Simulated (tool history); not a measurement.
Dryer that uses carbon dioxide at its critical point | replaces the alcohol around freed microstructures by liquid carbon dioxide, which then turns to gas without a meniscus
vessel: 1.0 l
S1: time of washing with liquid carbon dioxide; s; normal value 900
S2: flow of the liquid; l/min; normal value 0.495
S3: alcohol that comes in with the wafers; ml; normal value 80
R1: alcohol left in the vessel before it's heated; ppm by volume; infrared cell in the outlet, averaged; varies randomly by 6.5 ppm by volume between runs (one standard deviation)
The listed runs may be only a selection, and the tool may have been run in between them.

Run 1, hour 0: usual settings. Result: R1 332 ppm by volume.
Run 2, hour 7.9: usual settings but S3 69 ml. Result: R1 304 ppm by volume.
Run 3, hour 15.7: usual settings but S2 0.339 l/min. Result: R1 1772 ppm by volume.
Run 4, hour 24.6: usual settings but S2 0.339 l/min. Result: R1 1802 ppm by volume.
Run 5, hour 32.5: usual settings. Result: R1 339 ppm by volume.
Run 6, hour 39.7: usual settings. Result: R1 347 ppm by volume.
Run 7, hour 45.8: usual settings. Result: R1 360 ppm by volume.
Run 8, hour 54.3: usual settings but S3 25 ml. Result: R1 127 ppm by volume.
Run 9, hour 59.7: usual settings but S3 25 ml. Result: R1 131 ppm by volume.
Run 10, hour 66.6: usual settings. Result: R1 361 ppm by volume.
Run 11, hour 73.2: usual settings. Result: R1 370 ppm by volume.
Run 12, hour 77.4: usual settings. Result: R1 362 ppm by volume.
Run 13, hour 81.5: usual settings but S2 0.524 l/min. Result: R1 267 ppm by volume.
Run 14, hour 89.9: usual settings but S1 1260 s. Result: R1 63 ppm by volume.
Run 15, hour 96.5: usual settings but S1 1260 s. Result: R1 70 ppm by volume.
Run 16, hour 102.6: usual settings but S1 1260 s. Result: R1 62 ppm by volume.
Run 17, hour 108.7: usual settings but S1 1260 s. Result: R1 62 ppm by volume.
Run 18, hour 116.7: usual settings but S1 1260 s. Result: R1 65 ppm by volume.
Run 19, hour 120.7: usual settings but S1 1260 s. Result: R1 70 ppm by volume.
Run 20, hour 124.8: usual settings but S1 600 s. Result: R1 2169 ppm by volume.
Run 21, hour 132.3: usual settings but S1 1140 s. Result: R1 110 ppm by volume.
Run 22, hour 138.5: usual settings. Result: R1 367 ppm by volume.
Run 23, hour 145.9: usual settings. Result: R1 392 ppm by volume.
Run 24, hour 154.1: usual settings but S2 0.582 l/min, S3 40 ml. Result: R1 109 ppm by volume.
Run 25, hour 161.8: usual settings but S2 0.582 l/min, S3 40 ml. Result: R1 104 ppm by volume.
Run 26, hour 167.2: usual settings but S2 0.582 l/min, S3 40 ml. Result: R1 110 ppm by volume.
Run 27, hour 175.4: usual settings but S1 1440 s, S2 0.455 l/min. Result: R1 63 ppm by volume.
Run 28, hour 179.2: usual settings but S2 0.362 l/min. Result: R1 1534 ppm by volume.
Run 29, hour 185: usual settings but S2 0.362 l/min. Result: R1 1571 ppm by volume.
Run 30, hour 191.1: usual settings but S2 0.813 l/min, S3 32 ml. Result: R1 44 ppm by volume.
Run 31, hour 199: usual settings but S1 1380 s, S2 0.445 l/min, S3 25 ml. Result: R1 51 ppm by volume.
Run 32, hour 205.5: usual settings but S1 960 s, S2 0.452 l/min, S3 71 ml. Result: R1 418 ppm by volume.
Run 33, hour 210.1: usual settings but S2 0.663 l/min, S3 108 ml. Result: R1 120 ppm by volume.
Run 34, hour 215: usual settings but S2 0.386 l/min, S3 108 ml. Result: R1 1631 ppm by volume.
Run 35, hour 220.6: usual settings but S2 0.386 l/min, S3 108 ml. Result: R1 1663 ppm by volume.
Run 36, hour 227.4: usual settings but S2 0.386 l/min, S3 108 ml. Result: R1 1676 ppm by volume.
Run 37, hour 232.9: usual settings but S2 0.534 l/min, S3 41 ml. Result: R1 165 ppm by volume.
Run 38, hour 238.2: usual settings but S3 27 ml. Result: R1 168 ppm by volume.

For run 39, what comes out?
Run 39, hour 243.7: usual settings but S2 0.362 l/min, S3 46 ml. Result: R1 ?.

R1: 929 ppm by volume
With the hidden condition absent and the run-to-run variation left alone, this run would have shown R1 687 ppm by volume.
